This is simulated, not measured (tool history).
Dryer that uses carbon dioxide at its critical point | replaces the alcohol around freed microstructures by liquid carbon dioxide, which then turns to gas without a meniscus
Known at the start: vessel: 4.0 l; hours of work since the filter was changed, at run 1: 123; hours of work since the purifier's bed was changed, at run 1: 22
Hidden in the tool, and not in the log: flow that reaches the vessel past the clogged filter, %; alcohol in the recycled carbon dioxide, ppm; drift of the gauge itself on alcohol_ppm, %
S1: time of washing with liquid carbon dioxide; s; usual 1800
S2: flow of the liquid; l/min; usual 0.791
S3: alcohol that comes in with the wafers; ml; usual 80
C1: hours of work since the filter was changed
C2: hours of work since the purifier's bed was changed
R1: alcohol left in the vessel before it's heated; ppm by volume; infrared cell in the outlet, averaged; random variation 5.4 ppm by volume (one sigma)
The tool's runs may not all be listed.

{"run": 1, "day": 0.0, "S1": 1800, "S2": 0.791, "S3": 80, "C1": 123, "C2": 22, "R1": 204}
{"run": 2, "day": 1.35, "S1": 1800, "S2": 0.791, "S3": 89, "C1": 147, "C2": 46, "R1": 246}
{"run": 3, "day": 2.562, "S1": 1800, "S2": 0.791, "S3": 89, "C1": 169, "C2": 68, "R1": 272}
{"run": 4, "day": 3.504, "S1": 1800, "S2": 0.791, "S3": 89, "C1": 186, "C2": 85, "R1": 284}
{"run": 5, "day": 4.842, "S1": 1800, "S2": 0.791, "S3": 89, "C1": 211, "C2": 109, "R1": 297}
{"run": 6, "day": 5.683, "S1": 1800, "S2": 0.791, "S3": 89, "C1": 226, "C2": 124, "R1": 315}
{"run": 7, "day": 6.712, "S1": 1800, "S2": 0.791, "S3": 80, "C1": 244, "C2": 143, "R1": 314}
{"day": 7.496, "done": "inlet filter changed"}
{"run": 8, "day": 7.496, "S1": 1800, "S2": 0.711, "S3": 80, "C1": 0, "C2": 156, "R1": 271}
{"run": 9, "day": 8.412, "S1": 1800, "S2": 0.711, "S3": 80, "C1": 17, "C2": 173, "R1": 265}
{"run": 10, "day": 9.029, "S1": 1800, "S2": 0.711, "S3": 80, "C1": 28, "C2": 184, "R1": 290}
{"run": 11, "day": 9.883, "S1": 1800, "S2": 0.711, "S3": 80, "C1": 43, "C2": 200, "R1": 299}
{"run": 12, "day": 10.792, "S1": 1800, "S2": 0.711, "S3": 80, "C1": 60, "C2": 216, "R1": 321}
{"run": 13, "day": 11.458, "S1": 1800, "S2": 0.52, "S3": 80, "C1": 72, "C2": 228, "R1": 861}
{"run": 14, "day": 12.538, "S1": 1260, "S2": 0.796, "S3": 112, "C1": 91, "C2": 248, "R1": 1083}
{"run": 15, "day": 13.288, "S1": 1080, "S2": 0.788, "S3": 80, "C1": 105, "C2": 261, "R1": 1274}
{"run": 16, "day": 14.321, "S1": 2100, "S2": 0.531, "S3": 80, "C1": 124, "C2": 280, "R1": 559}
{"run": 17, "day": 15.062, "S1": 2100, "S2": 0.531, "S3": 80, "C1": 137, "C2": 293, "R1": 590}
{"run": 18, "day": 16.346, "S1": 2100, "S2": 1.03, "S3": 23, "C1": 160, "C2": 317, "R1": 101}
{"run": 19, "day": 17.825, "S1": 1260, "S2": 0.621, "S3": 21, "C1": 187, "C2": 343, "R1": 537}
{"run": 20, "day": 18.921, "S1": 1260, "S2": 0.626, "S3": 66, "C1": 207, "C2": 363, "R1": 1496}
{"run": 21, "day": 19.875, "S1": 2520, "S2": 0.604, "S3": 83, "C1": 224, "C2": 381, "R1": 287}
{"run": 22, "day": 21.246, "S1": 1320, "S2": 0.791, "S3": 46, "C1": 249, "C2": 405, "R1": 604}
{"day": 21.746, "done": "inlet filter changed"}
{"run": 23, "day": 22.229, "S1": 1380, "S2": 0.875, "S3": 45, "C1": 9, "C2": 422, "R1": 289}

Hidden state at the last listed run before each entry between runs and at the first one after, where it differs:
Between runs 7 and 8: inlet filter changed (day 7.496)
  flow that reaches the vessel past the clogged filter, %: 86 -> 99.9; alcohol in the recycled carbon dioxide, ppm: 43 -> 46.8
  measured less the result without the state, R1: +172 -> +42 ppm by volume
Between runs 22 and 23: inlet filter changed (day 21.746)
  flow that reaches the vessel past the clogged filter, %: 85.6 -> 99.4; alcohol in the recycled carbon dioxide, ppm: 110.4 -> 114.7
  measured less the result without the state, R1: +308 -> +114 ppm by volume
